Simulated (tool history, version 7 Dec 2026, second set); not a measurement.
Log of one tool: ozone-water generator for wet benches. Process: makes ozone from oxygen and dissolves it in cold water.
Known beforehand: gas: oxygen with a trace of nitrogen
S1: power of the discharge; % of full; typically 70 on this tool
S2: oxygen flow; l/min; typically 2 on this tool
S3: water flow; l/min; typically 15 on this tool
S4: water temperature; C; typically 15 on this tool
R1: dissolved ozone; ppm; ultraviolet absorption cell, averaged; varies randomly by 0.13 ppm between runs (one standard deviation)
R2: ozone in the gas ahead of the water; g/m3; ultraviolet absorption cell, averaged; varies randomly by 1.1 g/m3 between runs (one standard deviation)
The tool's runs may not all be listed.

{"run": 1, "day": 0.0, "S1": 70, "S2": 2, "S3": 15, "S4": 15, "R1": 11.9, "R2": 176.5}
{"run": 2, "day": 4.054, "S1": 70, "S2": 1.52, "S3": 15, "S4": 15, "R1": 10.8, "R2": 195.4}
{"run": 3, "day": 11.646, "S1": 70, "S2": 1.02, "S3": 15, "S4": 15, "R1": 8.9, "R2": 226.4}
{"run": 4, "day": 20.158, "S1": 70, "S2": 1.02, "S3": 15, "S4": 15, "R1": 9, "R2": 227.7}
{"run": 5, "day": 25.638, "S1": 70, "S2": 1.02, "S3": 15, "S4": 15, "R1": 9, "R2": 227.3}
{"run": 6, "day": 29.629, "S1": 70, "S2": 2, "S3": 15, "S4": 15, "R1": 11.5, "R2": 173.6}
{"run": 7, "day": 38.062, "S1": 70, "S2": 2, "S3": 15, "S4": 15, "R1": 11.5, "R2": 173.2}
{"day": 44.825, "done": "contactor cleaned"}
{"run": 8, "day": 46.483, "S1": 70, "S2": 2, "S3": 15, "S4": 15, "R1": 11.9, "R2": 172.4}
{"run": 9, "day": 52.983, "S1": 70, "S2": 2, "S3": 16, "S4": 15, "R1": 11.1, "R2": 171.8}
{"run": 10, "day": 59.842, "S1": 70, "S2": 2, "S3": 16, "S4": 15, "R1": 11.2, "R2": 170.3}
{"run": 11, "day": 64.021, "S1": 41, "S2": 2.56, "S3": 15, "S4": 10, "R1": 10.3, "R2": 117.8}
{"run": 12, "day": 71.321, "S1": 60, "S2": 1.53, "S3": 14, "S4": 13, "R1": 10.9, "R2": 174.7}
{"day": 71.892, "done": "water thermometer calibrated"}
{"run": 13, "day": 75.354, "S1": 60, "S2": 1.53, "S3": 14, "S4": 13, "R1": 10.8, "R2": 175.5}
{"run": 14, "day": 80.062, "S1": 60, "S2": 1.53, "S3": 16, "S4": 13, "R1": 9.3, "R2": 174.6}
{"run": 15, "day": 87.029, "S1": 60, "S2": 1.53, "S3": 16, "S4": 13, "R1": 9.1, "R2": 175.5}
{"run": 16, "day": 91.075, "S1": 70, "S2": 1.3, "S3": 15, "S4": 11, "R1": 10.2, "R2": 199.4}
{"run": 17, "day": 97.942, "S1": 64, "S2": 2, "S3": 12, "S4": 19, "R1": 13.2, "R2": 160.8}
{"run": 18, "day": 102.846, "S1": 64, "S2": 2, "S3": 12, "S4": 19, "R1": 13.4, "R2": 159.9}
{"run": 19, "day": 110.938, "S1": 61, "S2": 2.02, "S3": 15, "S4": 15, "R1": 10.8, "R2": 154.5}

Branching from run 19: 3 alternative next runs. What would each branch give?
{"run": "A", "day": 116.575, "S1": 57, "S2": 2, "S3": 15, "S4": 12, "R1": "?", "R2": "?"}
{"run": "B", "day": 116.575, "S1": 40, "S2": 2.02, "S3": 15, "S4": 13, "R1": "?", "R2": "?"}
{"run": "C", "day": 116.575, "S1": 59, "S2": 2.88, "S3": 23, "S4": 15, "R1": "?", "R2": "?"}

run=A R1=10.8 R2=151.7
run=B R1=8.7 R2=129.1
run=C R1=7.3 R2=132.1
What these runs would have given with no unlogged condition in the tool:
run=A R1=12.3 R2=168.3
run=B R1=9.8 R2=140.3
run=C R1=8.5 R2=146.9
